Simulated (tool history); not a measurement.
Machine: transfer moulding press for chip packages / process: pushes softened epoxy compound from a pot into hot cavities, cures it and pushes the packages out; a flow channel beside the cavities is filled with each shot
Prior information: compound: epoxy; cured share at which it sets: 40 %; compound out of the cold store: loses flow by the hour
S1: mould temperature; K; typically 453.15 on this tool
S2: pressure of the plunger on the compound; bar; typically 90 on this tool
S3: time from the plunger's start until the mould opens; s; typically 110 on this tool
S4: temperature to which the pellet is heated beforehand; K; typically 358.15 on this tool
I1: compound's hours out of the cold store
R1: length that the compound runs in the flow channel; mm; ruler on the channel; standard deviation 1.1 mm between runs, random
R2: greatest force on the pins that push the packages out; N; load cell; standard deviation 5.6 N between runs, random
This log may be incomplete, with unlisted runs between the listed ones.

run,hour,S1,S2,S3,S4,I1,R1,R2
1,0,453.15,90,110,358.15,22,678,199
2,11.2,453.15,90,110,358.15,23.7,671,236
3,21.5,453.15,90,110,358.15,27.8,657,263
4,33.2,453.15,90,110,358.15,41.8,610,287
5,39.7,453.15,90,110,358.15,29.6,650,295
6,45.9,453.15,90,110,358.15,20.8,678,329
7,55.9,453.15,90,110,358.15,47.5,590,333
# hour 61.1: cavities cleaned with cleaning compound and waxed
8,68.2,453.15,90,110,358.15,25.7,663,213
9,78.1,453.15,90,110,358.15,37.8,619,248
10,85.1,453.15,90,110,358.15,36.7,623,261
11,95.7,453.15,90,110,358.15,41.7,606,293
12,103.4,453.15,90,110,358.15,34,632,317
13,109.8,453.15,90,110,358.15,17.6,689,328
14,117.6,453.15,90,110,362.15,30.6,642,323
# hour 122.8: cavities cleaned with cleaning compound and waxed
15,126.8,450.15,90,110,358.15,30.6,648,248
16,131.9,453.15,90,139,358.15,43.2,599,198
17,141.8,453.15,90,139,358.15,21.5,673,216
18,150.9,453.15,90,139,358.15,11,712,249
19,161.6,453.15,99,139,358.15,26.6,684,257
20,173.4,457.15,99.6,146,352.15,20.7,698,275
# hour 184.6: cavities cleaned with cleaning compound and waxed
21,185.6,457.15,99.6,146,352.15,10.4,736,169
22,195.4,459.15,71.2,146,352.15,39.4,530,201
23,202.3,450.15,71.2,146,349.15,44.3,533,208
24,208.8,450.15,71.2,146,349.15,18.6,609,228
25,217,453.15,90,118,364.15,38.9,608,260
# hour 228.5: plunger's sealing rings changed
26,228.6,449.15,90,118,360.15,19,707,345
27,236.8,450.15,90,110,353.15,13.9,723,406
28,245.9,457.15,90,110,358.15,24.6,667,308
# hour 249.1: cavities cleaned with cleaning compound and waxed
29,254.5,449.15,86.2,110,358.15,42.2,608,246

Measured less the same run without the tool's hidden state. The same run-to-run variation is in both; the gauge's scatter may not be:
Hidden state present: true mould temperature over the reading, C; pressure that reaches the compound, % of what is set; grip of the stained cavities, % over clean ones'; drift of the gauge itself on flow_mm, %; drift of the gauge itself on push_out_n, %.
run,R1,R2
1,-5,+12
2,-5,+50
3,-5,+79
4,-6,+104
5,-6,+118
6,-7,+136
7,-7,+148
8,-9,+30
9,-9,+61
10,-9,+80
11,-10,+110
12,-10,+126
13,-12,+140
14,-11,+146
15,-12,+28
16,-11,+34
17,-13,+57
18,-15,+80
19,-14,+96
20,-16,+113
21,-18,+7
22,-13,+36
23,-14,+54
24,-16,+70
25,-17,+94
26,+2,+141
27,+1,+175
28,+0,+138
29,-1,+33
